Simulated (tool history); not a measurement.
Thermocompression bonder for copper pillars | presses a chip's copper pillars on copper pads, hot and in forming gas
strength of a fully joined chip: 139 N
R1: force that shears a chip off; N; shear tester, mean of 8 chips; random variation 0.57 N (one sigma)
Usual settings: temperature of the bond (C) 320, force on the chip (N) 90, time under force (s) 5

Run 1, hour 0: usual settings. Result: R1 49.4 N.
Run 2, hour 6.7: usual settings. Result: R1 49 N.
At hour 9.4: forming gas filter changed.
Run 3, hour 14.7: usual settings. Result: R1 53.2 N.
Run 4, hour 28.2: usual settings. Result: R1 53.2 N.
Run 5, hour 36.2: usual settings but temperature of the bond (C) 296. Result: R1 38.1 N.
Run 6, hour 43.3: usual settings but temperature of the bond (C) 296. Result: R1 37.5 N.
Run 7, hour 52.7: usual settings. Result: R1 52 N.
Run 8, hour 66.3: usual settings but temperature of the bond (C) 325, force on the chip (N) 60, time under force (s) 8. Result: R1 48 N.
Run 9, hour 76.6: usual settings but temperature of the bond (C) 325, force on the chip (N) 60, time under force (s) 8. Result: R1 47.2 N.
Run 10, hour 86.7: usual settings but temperature of the bond (C) 317, force on the chip (N) 130, time under force (s) 8. Result: R1 76.9 N.
Run 11, hour 97: usual settings but force on the chip (N) 63. Result: R1 37.8 N.
Run 12, hour 107.5: usual settings but temperature of the bond (C) 324, force on the chip (N) 75, time under force (s) 9. Result: R1 57.4 N.
Run 13, hour 115.6: usual settings but temperature of the bond (C) 324, force on the chip (N) 75, time under force (s) 9. Result: R1 57.2 N.
Run 14, hour 121.3: usual settings but force on the chip (N) 79, time under force (s) 6. Result: R1 48.7 N.

Forecast each of these 3 alternatives for the next run:
Run A, hour 130.2: usual settings but temperature of the bond (C) 291, force on the chip (N) 69, time under force (s) 4. Result: R1 ?.
Run B, hour 130.2: usual settings but temperature of the bond (C) 333, force on the chip (N) 56, time under force (s) 7. Result: R1 ?.
Run C, hour 130.2: usual settings but temperature of the bond (C) 329, force on the chip (N) 79, time under force (s) 12. Result: R1 ?.

run    R1
  A  23.2
  B  45.5
  C  69.3
Without the tool's hidden state the same runs would have given:
run    R1
  A  25.6
  B  49.7
  C  75.3
